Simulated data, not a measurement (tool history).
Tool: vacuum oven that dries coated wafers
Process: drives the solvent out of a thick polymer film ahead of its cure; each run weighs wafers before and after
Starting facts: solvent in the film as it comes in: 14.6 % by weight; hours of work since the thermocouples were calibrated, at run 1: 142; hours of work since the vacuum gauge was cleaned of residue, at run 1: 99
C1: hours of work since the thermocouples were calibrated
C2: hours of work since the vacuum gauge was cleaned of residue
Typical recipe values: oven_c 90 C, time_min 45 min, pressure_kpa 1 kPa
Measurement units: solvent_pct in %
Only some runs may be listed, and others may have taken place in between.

Run 1, hour 0: usual settings; C1 142; C2 99. Result: solvent_pct 2.71 %.
Run 2, hour 6: usual settings; C1 146; C2 102. Result: solvent_pct 2.71 %.
Run 3, hour 14.1: usual settings; C1 151; C2 108. Result: solvent_pct 2.71 %.
Run 4, hour 25.7: usual settings; C1 158; C2 115. Result: solvent_pct 2.73 %.
Run 5, hour 34: usual settings; C1 163; C2 120. Result: solvent_pct 2.72 %.
Run 6, hour 39.7: usual settings; C1 167; C2 124. Result: solvent_pct 2.71 %.
Run 7, hour 45.6: usual settings; C1 171; C2 128. Result: solvent_pct 2.71 %.
Run 8, hour 57.4: usual settings but oven_c 103 C; C1 178; C2 135. Result: solvent_pct 1.06 %.
Run 9, hour 65.7: usual settings but pressure_kpa 0.97 kPa; C1 184; C2 140. Result: solvent_pct 2.68 %.
Run 10, hour 74.3: usual settings but oven_c 82 C, time_min 27 min, pressure_kpa 0.57 kPa; C1 189; C2 146. Result: solvent_pct 5.9 %.
Run 11, hour 79.7: usual settings but oven_c 83 C, time_min 27 min, pressure_kpa 0.57 kPa; C1 192; C2 149. Result: solvent_pct 5.61 %.
Run 12, hour 90.6: usual settings but oven_c 84 C, time_min 78 min, pressure_kpa 2.76 kPa; C1 199; C2 156. Result: solvent_pct 5.65 %.
Run 13, hour 102.2: usual settings but oven_c 81 C, time_min 44 min, pressure_kpa 1.35 kPa; C1 207; C2 164. Result: solvent_pct 5.46 %.
Run 14, hour 111.4: usual settings but oven_c 81 C, time_min 44 min, pressure_kpa 1.35 kPa; C1 213; C2 169. Result: solvent_pct 5.42 %.
Run 15, hour 119: usual settings but pressure_kpa 0.73 kPa; C1 217; C2 174. Result: solvent_pct 2.34 %.
Run 16, hour 128.6: usual settings but oven_c 92 C, time_min 61 min, pressure_kpa 1.35 kPa; C1 223; C2 180. Result: solvent_pct 2.25 %.

Branching from run 16: 5 alternative next runs. What would each branch give?
Run A, hour 137.2: usual settings but oven_c 77 C, pressure_kpa 4 kPa; C1 229; C2 186. Result: solvent_pct ?.
Run B, hour 137.2: usual settings but oven_c 92 C, time_min 38 min, pressure_kpa 0.53 kPa; C1 229; C2 186. Result: solvent_pct ?.
Run C, hour 137.2: usual settings but oven_c 84 C, time_min 35 min, pressure_kpa 2.98 kPa; C1 229; C2 186. Result: solvent_pct ?.
Run D, hour 137.2: usual settings but oven_c 92 C, time_min 35 min, pressure_kpa 1.35 kPa; C1 229; C2 186. Result: solvent_pct ?.
Run E, hour 137.2: usual settings but oven_c 76 C, time_min 61 min, pressure_kpa 1.6 kPa; C1 229; C2 186. Result: solvent_pct ?.

run  solvent_pct
  A        11.09
  B         2.19
  C         7.71
  D         3.42
  E         6.37
Without the tool's unlogged condition, the same runs would have read:
run  solvent_pct
  A        11.17
  B         2.22
  C         7.78
  D         3.46
  E         6.41
